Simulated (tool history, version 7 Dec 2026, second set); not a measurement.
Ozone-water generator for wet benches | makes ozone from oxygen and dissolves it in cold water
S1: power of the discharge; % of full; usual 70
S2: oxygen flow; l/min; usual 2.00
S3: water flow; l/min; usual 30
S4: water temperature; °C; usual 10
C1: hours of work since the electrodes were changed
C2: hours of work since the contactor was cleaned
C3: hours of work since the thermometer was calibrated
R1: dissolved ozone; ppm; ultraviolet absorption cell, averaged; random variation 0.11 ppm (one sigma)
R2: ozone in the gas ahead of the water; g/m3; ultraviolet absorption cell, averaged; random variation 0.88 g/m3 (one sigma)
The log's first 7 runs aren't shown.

run   hour  S1    S2  S3  S4   C1    C2    C3   R1     R2
  8  195.7  70  1.78  30  10  334  5449  1146  6.8  150.1
  9  234.0  70  1.78  30  10  362  5477  1174  6.4  150.2
 10  261.7  70  1.78  30  10  383  5498  1195  6.5  148.8
 11  297.9  70  2.00  30  10  410  5525  1222  6.8  144.4
 12  333.8  69  2.00  30  10  436  5551  1248  6.6  141.5
 13  353.3  70  2.00  30  10  451  5566  1263  7.0  142.4
 14  393.8  70  2.00  30  10  481  5596  1293  6.6  142.3
 15  431.7  66  2.00  30  10  509  5624  1321  6.8  135.8
 16  475.5  70  2.00  31  10  542  5657  1354  6.7  142.2
 17  499.7  90  1.87  31  10  560  5675  1371  7.6  176.3
     506.1  -- contactor cleaned
 18  547.4  45  2.00  30  10  592    31  1404  4.8  103.7
 19  588.5  45  3.03  23  11  623    61  1434  7.4   87.9
     598.8  -- contactor cleaned, once more
 20  626.3  53  3.10  30   9  648    20  1459  7.0   97.1
 21  648.2  47  2.00  30   6  664    37  1476  5.3  107.8
 22  683.7  47  2.00  30   6  690    63  1502  5.3  105.6
 23  723.3  47  2.00  30   6  720    92  1532  5.2  105.1
 24  760.8  70  1.13  30  14  747   120  1559  5.1  179.2
 25  795.7  67  1.13  29  14  773   146  1585  5.1  173.9
 26  816.3  78  2.00  30   9  789   161  1601  7.3  152.5
 27  836.9  70  2.10  30  13  804   177  1616  6.8  139.4
 28  858.9  73  1.92  30  10  820   193  1632  7.0  146.9
 29  889.6  73  1.92  30  10  843   216  1655  7.0  148.0
 30  924.1  62  2.27  30  12  869   241  1681  6.6  122.8
 31  961.1  62  2.27  30  12  896   269  1708  6.7  123.9
 32  999.9  51  1.13  37  10  925   298  1737  3.2  142.1

Forecast each of these 3 alternatives for the next run:
  A  1023.8  54  2.00  30  10  943  315  1755   ?   ?
  B  1023.8  70  2.00  34  10  943  315  1755   ?   ?
  C  1023.8  70  2.00  22  10  943  315  1755   ?   ?

run   R1     R2
  A  5.6  117.5
  B  6.1  141.2
  C  9.3  141.7
Without the tool's hidden state the same runs would have given:
run   R1     R2
  A  5.7  119.2
  B  6.2  143.8
  C  9.5  144.3
